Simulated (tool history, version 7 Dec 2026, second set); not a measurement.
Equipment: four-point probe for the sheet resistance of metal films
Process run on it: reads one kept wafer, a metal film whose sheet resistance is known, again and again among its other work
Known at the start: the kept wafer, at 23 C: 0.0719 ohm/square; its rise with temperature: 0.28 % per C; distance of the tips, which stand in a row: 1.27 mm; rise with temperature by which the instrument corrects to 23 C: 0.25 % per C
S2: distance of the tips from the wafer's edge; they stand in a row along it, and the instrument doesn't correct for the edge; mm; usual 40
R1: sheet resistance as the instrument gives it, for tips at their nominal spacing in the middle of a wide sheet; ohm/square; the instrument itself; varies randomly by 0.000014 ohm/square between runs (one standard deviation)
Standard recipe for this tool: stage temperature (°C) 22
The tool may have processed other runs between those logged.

run 1 day=0.000 | stage_temperature_(°C)=22 S2=40 | R1=0.072241
run 2 day=1.671 | stage_temperature_(°C)=22 S2=4 | R1=0.075928
run 3 day=3.200 | stage_temperature_(°C)=22 S2=4 | R1=0.075967
run 4 day=5.438 | stage_temperature_(°C)=22 S2=4 | R1=0.075951
run 5 day=7.854 | stage_temperature_(°C)=22 S2=4 | R1=0.075953
-- day=10.179 stage's thermometer calibrated
run 6 day=10.233 | stage_temperature_(°C)=22 S2=4 | R1=0.075937
run 7 day=11.688 | stage_temperature_(°C)=22 S2=4 | R1=0.075960
run 8 day=13.892 | stage_temperature_(°C)=32 S2=21 | R1=0.072572
run 9 day=17.388 | stage_temperature_(°C)=35 S2=3 | R1=0.078843
run 10 day=19.504 | stage_temperature_(°C)=35 S2=3 | R1=0.078847
run 11 day=22.554 | stage_temperature_(°C)=23 S2=5 | R1=0.074772

What if the next run were any one of these 3? Each begins from the tool's condition after run 11:
run A day=25.754 | stage_temperature_(°C)=20 S2=40 | R1=?
run B day=25.754 | stage_temperature_(°C)=20 S2=40 | R1=?
run C day=25.754 | stage_temperature_(°C)=31 S2=17 | R1=?

run=A R1=0.072311
run=B R1=0.072329
run=C R1=0.072744
Without the tool's unlogged condition, the same runs would have read:
run=A R1=0.071857
run=B R1=0.071875
run=C R1=0.072288

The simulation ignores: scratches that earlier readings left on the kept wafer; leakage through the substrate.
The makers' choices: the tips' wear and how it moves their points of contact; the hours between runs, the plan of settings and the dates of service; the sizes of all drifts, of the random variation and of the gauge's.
